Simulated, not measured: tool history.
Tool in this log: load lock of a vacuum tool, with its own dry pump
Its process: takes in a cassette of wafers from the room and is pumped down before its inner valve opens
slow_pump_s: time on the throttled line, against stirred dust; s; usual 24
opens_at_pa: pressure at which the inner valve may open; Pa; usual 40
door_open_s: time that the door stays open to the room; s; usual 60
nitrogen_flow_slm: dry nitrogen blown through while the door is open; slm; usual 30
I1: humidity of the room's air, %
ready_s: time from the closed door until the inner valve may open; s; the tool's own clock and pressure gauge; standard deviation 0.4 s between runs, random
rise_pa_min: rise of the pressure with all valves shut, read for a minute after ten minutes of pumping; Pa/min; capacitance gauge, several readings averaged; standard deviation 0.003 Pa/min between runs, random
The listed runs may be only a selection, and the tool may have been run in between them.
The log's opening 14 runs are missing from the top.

run 15 hour=3019.4 | slow_pump_s=24 opens_at_pa=40 door_open_s=71 nitrogen_flow_slm=30 | I1=48.2 | ready_s=46.0 rise_pa_min=0.080
run 16 hour=3196.5 | slow_pump_s=24 opens_at_pa=40 door_open_s=71 nitrogen_flow_slm=30 | I1=48.2 | ready_s=46.2 rise_pa_min=0.082
run 17 hour=3505.0 | slow_pump_s=24 opens_at_pa=40 door_open_s=71 nitrogen_flow_slm=30 | I1=45.0 | ready_s=46.5 rise_pa_min=0.086
run 18 hour=3718.1 | slow_pump_s=24 opens_at_pa=40 door_open_s=60 nitrogen_flow_slm=8 | I1=51.4 | ready_s=46.5 rise_pa_min=0.108
run 19 hour=3861.8 | slow_pump_s=24 opens_at_pa=40 door_open_s=60 nitrogen_flow_slm=8 | I1=45.0 | ready_s=46.6 rise_pa_min=0.106
run 20 hour=4120.1 | slow_pump_s=18 opens_at_pa=35 door_open_s=60 nitrogen_flow_slm=30 | I1=45.0 | ready_s=42.1 rise_pa_min=0.093
run 21 hour=4253.8 | slow_pump_s=15 opens_at_pa=40 door_open_s=60 nitrogen_flow_slm=30 | I1=45.5 | ready_s=39.2 rise_pa_min=0.088
run 22 hour=4477.9 | slow_pump_s=15 opens_at_pa=40 door_open_s=60 nitrogen_flow_slm=30 | I1=46.4 | ready_s=40.3 rise_pa_min=0.099
run 23 hour=4643.3 | slow_pump_s=35 opens_at_pa=58 door_open_s=182 nitrogen_flow_slm=10 | I1=47.3 | ready_s=53.2 rise_pa_min=0.138
run 24 hour=4885.8 | slow_pump_s=24 opens_at_pa=65 door_open_s=79 nitrogen_flow_slm=13 | I1=43.6 | ready_s=44.7 rise_pa_min=0.116
run 25 hour=5103.4 | slow_pump_s=15 opens_at_pa=54 door_open_s=29 nitrogen_flow_slm=13 | I1=48.4 | ready_s=39.1 rise_pa_min=0.114
run 26 hour=5231.4 | slow_pump_s=15 opens_at_pa=54 door_open_s=29 nitrogen_flow_slm=13 | I1=46.4 | ready_s=39.0 rise_pa_min=0.115
run 27 hour=5446.3 | slow_pump_s=27 opens_at_pa=33 door_open_s=29 nitrogen_flow_slm=13 | I1=44.7 | ready_s=49.8 rise_pa_min=0.114
run 28 hour=5628.7 | slow_pump_s=27 opens_at_pa=52 door_open_s=42 nitrogen_flow_slm=21 | I1=48.0 | ready_s=48.1 rise_pa_min=0.125
run 29 hour=5830.7 | slow_pump_s=27 opens_at_pa=52 door_open_s=42 nitrogen_flow_slm=21 | I1=41.8 | ready_s=48.8 rise_pa_min=0.117
run 30 hour=6122.8 | slow_pump_s=27 opens_at_pa=52 door_open_s=42 nitrogen_flow_slm=21 | I1=44.3 | ready_s=48.7 rise_pa_min=0.119
run 31 hour=6276.7 | slow_pump_s=33 opens_at_pa=40 door_open_s=173 nitrogen_flow_slm=23 | I1=44.9 | ready_s=53.9 rise_pa_min=0.141
run 32 hour=6464.4 | slow_pump_s=24 opens_at_pa=45 door_open_s=46 nitrogen_flow_slm=8 | I1=47.6 | ready_s=46.6 rise_pa_min=0.143
run 33 hour=6744.8 | slow_pump_s=24 opens_at_pa=45 door_open_s=46 nitrogen_flow_slm=8 | I1=46.8 | ready_s=46.6 rise_pa_min=0.150
run 34 hour=6925.0 | slow_pump_s=24 opens_at_pa=45 door_open_s=37 nitrogen_flow_slm=8 | I1=49.1 | ready_s=47.4 rise_pa_min=0.154
run 35 hour=7090.6 | slow_pump_s=22 opens_at_pa=40 door_open_s=60 nitrogen_flow_slm=30 | I1=46.1 | ready_s=45.1 rise_pa_min=0.144
run 36 hour=7338.0 | slow_pump_s=16 opens_at_pa=67 door_open_s=74 nitrogen_flow_slm=10 | I1=41.3 | ready_s=39.6 rise_pa_min=0.166

Predict each of these 3 candidate next runs independently; none follows another, all start after run 36:
run A hour=7614.1 | slow_pump_s=16 opens_at_pa=54 door_open_s=239 nitrogen_flow_slm=10 | I1=46.1 | ready_s=? rise_pa_min=?
run B hour=7614.1 | slow_pump_s=16 opens_at_pa=34 door_open_s=61 nitrogen_flow_slm=10 | I1=44.4 | ready_s=? rise_pa_min=?
run C hour=7614.1 | slow_pump_s=24 opens_at_pa=40 door_open_s=60 nitrogen_flow_slm=30 | I1=44.1 | ready_s=? rise_pa_min=?

run=A ready_s=40.9 rise_pa_min=0.189
run=B ready_s=42.6 rise_pa_min=0.162
run=C ready_s=47.8 rise_pa_min=0.147
The same runs, with their run-to-run variation unchanged, on a tool lacking any hidden condition would have given:
run=A ready_s=37.9 rise_pa_min=0.063
run=B ready_s=39.4 rise_pa_min=0.036
run=C ready_s=44.9 rise_pa_min=0.020

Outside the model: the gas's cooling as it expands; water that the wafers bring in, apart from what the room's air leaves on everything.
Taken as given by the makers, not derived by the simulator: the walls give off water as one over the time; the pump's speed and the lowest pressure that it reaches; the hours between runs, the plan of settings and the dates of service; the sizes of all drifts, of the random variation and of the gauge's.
